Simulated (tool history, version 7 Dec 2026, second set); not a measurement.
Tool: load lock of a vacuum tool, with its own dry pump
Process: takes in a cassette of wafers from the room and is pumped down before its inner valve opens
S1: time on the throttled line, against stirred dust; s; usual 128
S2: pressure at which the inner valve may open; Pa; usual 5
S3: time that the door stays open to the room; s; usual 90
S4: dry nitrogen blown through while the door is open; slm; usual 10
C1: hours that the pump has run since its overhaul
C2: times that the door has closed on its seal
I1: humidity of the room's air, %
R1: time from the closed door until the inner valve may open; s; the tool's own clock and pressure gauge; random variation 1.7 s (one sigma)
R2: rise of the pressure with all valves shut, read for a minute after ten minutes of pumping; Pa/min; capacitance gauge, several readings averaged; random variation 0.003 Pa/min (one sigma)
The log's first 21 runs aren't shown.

run    hour   S1  S2   S3  S4    C1     C2    I1     R1     R2
 22  1463.3  245   9  178  10  7382  15541  44.2  377.3  0.202
 23  1511.9  245   9  178  10  7430  15687  42.8  381.5  0.204
 24  1552.4  245   9  178  10  7471  15810  46.3  378.8  0.217
 25  1610.4  209   5  134  10  7529  15985  40.5  368.5  0.195
 26  1701.6  209   4   96   6  7620  16260  47.2  372.5  0.189
 27  1765.1  202   6   59  29  7684  16452  46.8  359.2  0.160
 28  1822.6  128   5  229  10  7741  16626  48.1  308.1  0.239
 29  1885.8  128   5  178  34  7804  16817  45.1  308.7  0.183
 30  1941.9  121   5  178  34  7860  16986  46.7  303.2  0.188
 31  1994.7  215   5   60   5  7913  17146  42.2  371.6  0.184
 32  2055.8  215   5  141   6  7974  17330  43.3  376.0  0.224
 33  2112.5  151   9   90  10  8031  17502  42.5  311.2  0.194
 34  2183.8  128   5  112  29  8102  17717  47.4  311.3  0.191
 35  2256.6  128   5   74  29  8175  17937  43.9  308.0  0.182
 36  2301.0  152   5   74  17  8219  18071  47.5  327.8  0.196
 37  2390.8  110   9   57  18  8309  18343  46.2  283.1  0.189
 38  2457.8  128   5   74  41  8376  18545  47.8  308.6  0.188

3 ways to go on from here, each from the tool as it stands after run 38. What would each give?
  A  2529.5  109   5   90  18  8448  18762  46.7   ?   ?
  B  2529.5  128   8  168  28  8448  18762  47.7   ?   ?
  C  2529.5  201   5   84  15  8448  18762  45.3   ?   ?

run     R1     R2
  A  297.0  0.201
  B  302.3  0.219
  C  362.0  0.206
Without the tool's hidden state the same runs would have given:
run     R1     R2
  A  262.4  0.038
  B  270.7  0.053
  C  332.0  0.040
